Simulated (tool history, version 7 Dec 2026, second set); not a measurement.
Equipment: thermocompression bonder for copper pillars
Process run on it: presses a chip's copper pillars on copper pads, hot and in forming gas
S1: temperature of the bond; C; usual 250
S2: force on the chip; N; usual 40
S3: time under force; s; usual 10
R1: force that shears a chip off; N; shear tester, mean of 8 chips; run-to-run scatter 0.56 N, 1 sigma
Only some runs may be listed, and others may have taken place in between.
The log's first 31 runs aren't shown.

{"run": 32, "hour": 782.8, "S1": 250, "S2": 31, "S3": 10, "R1": 39.2}
{"run": 33, "hour": 798.5, "S1": 250, "S2": 36, "S3": 10, "R1": 43.7}
{"run": 34, "hour": 816.6, "S1": 258, "S2": 31, "S3": 11, "R1": 44.8}
{"run": 35, "hour": 849.4, "S1": 258, "S2": 54, "S3": 9, "R1": 58.6}
{"run": 36, "hour": 868.2, "S1": 250, "S2": 35, "S3": 11, "R1": 44}
{"run": 37, "hour": 891.8, "S1": 235, "S2": 24, "S3": 13, "R1": 29}
{"run": 38, "hour": 916.3, "S1": 250, "S2": 36, "S3": 17, "R1": 51.4}
{"run": 39, "hour": 936.6, "S1": 228, "S2": 40, "S3": 10, "R1": 35.4}
{"run": 40, "hour": 952.6, "S1": 256, "S2": 45, "S3": 10, "R1": 54.2}

What if the next run were any one of these 3? Each begins from the tool's condition after run 40:
{"run": "A", "hour": 979.8, "S1": 242, "S2": 32, "S3": 17, "R1": "?"}
{"run": "B", "hour": 979.8, "S1": 258, "S2": 45, "S3": 10, "R1": "?"}
{"run": "C", "hour": 979.8, "S1": 256, "S2": 35, "S3": 10, "R1": "?"}

run=A R1=43.4
run=B R1=53.8
run=C R1=46.1
Without the tool's hidden state the same runs would have given:
run=A R1=43.4
run=B R1=53.8
run=C R1=46.1
